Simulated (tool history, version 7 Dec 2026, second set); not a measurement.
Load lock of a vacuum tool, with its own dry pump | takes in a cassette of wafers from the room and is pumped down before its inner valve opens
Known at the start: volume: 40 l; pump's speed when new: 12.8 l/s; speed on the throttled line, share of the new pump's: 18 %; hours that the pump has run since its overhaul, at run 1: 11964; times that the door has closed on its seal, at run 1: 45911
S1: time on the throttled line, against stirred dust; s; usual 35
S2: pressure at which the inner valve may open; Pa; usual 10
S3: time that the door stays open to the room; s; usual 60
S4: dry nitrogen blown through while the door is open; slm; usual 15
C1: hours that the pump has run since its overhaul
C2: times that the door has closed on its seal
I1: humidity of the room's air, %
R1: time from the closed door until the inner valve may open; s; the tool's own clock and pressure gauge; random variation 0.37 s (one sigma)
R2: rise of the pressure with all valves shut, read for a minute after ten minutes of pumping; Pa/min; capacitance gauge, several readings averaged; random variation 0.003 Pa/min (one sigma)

run 1 day=0.000 | S1=35 S2=10 S3=60 S4=15 | C1=11964 C2=45911 | I1=49.5 | R1=62.2 R2=0.205
run 2 day=5.979 | S1=35 S2=10 S3=60 S4=9 | C1=12108 C2=46429 | I1=43.9 | R1=61.5 R2=0.212
run 3 day=16.833 | S1=35 S2=10 S3=60 S4=9 | C1=12368 C2=47369 | I1=50.2 | R1=61.9 R2=0.215
run 4 day=27.917 | S1=35 S2=10 S3=60 S4=25 | C1=12634 C2=48329 | I1=44.1 | R1=62.1 R2=0.209
run 5 day=33.529 | S1=35 S2=10 S3=116 S4=15 | C1=12769 C2=48816 | I1=45.4 | R1=62.6 R2=0.231
run 6 day=44.388 | S1=35 S2=13 S3=60 S4=15 | C1=13030 C2=49756 | I1=45.7 | R1=61.8 R2=0.226
run 7 day=52.438 | S1=35 S2=13 S3=60 S4=15 | C1=13223 C2=50454 | I1=43.3 | R1=60.9 R2=0.225
run 8 day=61.062 | S1=35 S2=10 S3=60 S4=15 | C1=13430 C2=51201 | I1=46.1 | R1=62.6 R2=0.228
run 9 day=70.504 | S1=35 S2=10 S3=26 S4=15 | C1=13657 C2=52019 | I1=46.2 | R1=62.5 R2=0.234
run 10 day=78.962 | S1=58 S2=11 S3=60 S4=12 | C1=13860 C2=52752 | I1=45.9 | R1=80.2 R2=0.245
run 11 day=90.429 | S1=58 S2=11 S3=60 S4=12 | C1=14135 C2=53745 | I1=42.3 | R1=80.1 R2=0.247
run 12 day=99.875 | S1=58 S2=11 S3=60 S4=12 | C1=14361 C2=54563 | I1=44.9 | R1=79.8 R2=0.262
run 13 day=105.788 | S1=42 S2=10 S3=60 S4=12 | C1=14503 C2=55076 | I1=45.0 | R1=68.4 R2=0.259
run 14 day=114.721 | S1=42 S2=10 S3=60 S4=12 | C1=14718 C2=55849 | I1=49.4 | R1=68.8 R2=0.272
run 15 day=120.467 | S1=42 S2=10 S3=60 S4=12 | C1=14856 C2=56347 | I1=40.8 | R1=68.0 R2=0.264
run 16 day=130.388 | S1=42 S2=10 S3=60 S4=12 | C1=15094 C2=57207 | I1=41.0 | R1=67.9 R2=0.274

4 ways to go on from here, each from the tool as it stands after run 16. What would each give?
run A day=137.454 | S1=65 S2=10 S3=214 S4=12 | C1=15263 C2=57819 | I1=45.5 | R1=? R2=?
run B day=137.454 | S1=69 S2=10 S3=135 S4=10 | C1=15263 C2=57819 | I1=47.1 | R1=? R2=?
run C day=137.454 | S1=35 S2=10 S3=29 S4=40 | C1=15263 C2=57819 | I1=45.5 | R1=? R2=?
run D day=137.454 | S1=31 S2=10 S3=168 S4=13 | C1=15263 C2=57819 | I1=45.9 | R1=? R2=?

run=A R1=86.9 R2=0.308
run=B R1=89.5 R2=0.299
run=C R1=63.2 R2=0.258
run=D R1=59.9 R2=0.299
Without the tool's hidden state the same runs would have given:
run=A R1=82.8 R2=0.071
run=B R1=85.6 R2=0.063
run=C R1=57.8 R2=0.019
run=D R1=54.4 R2=0.061
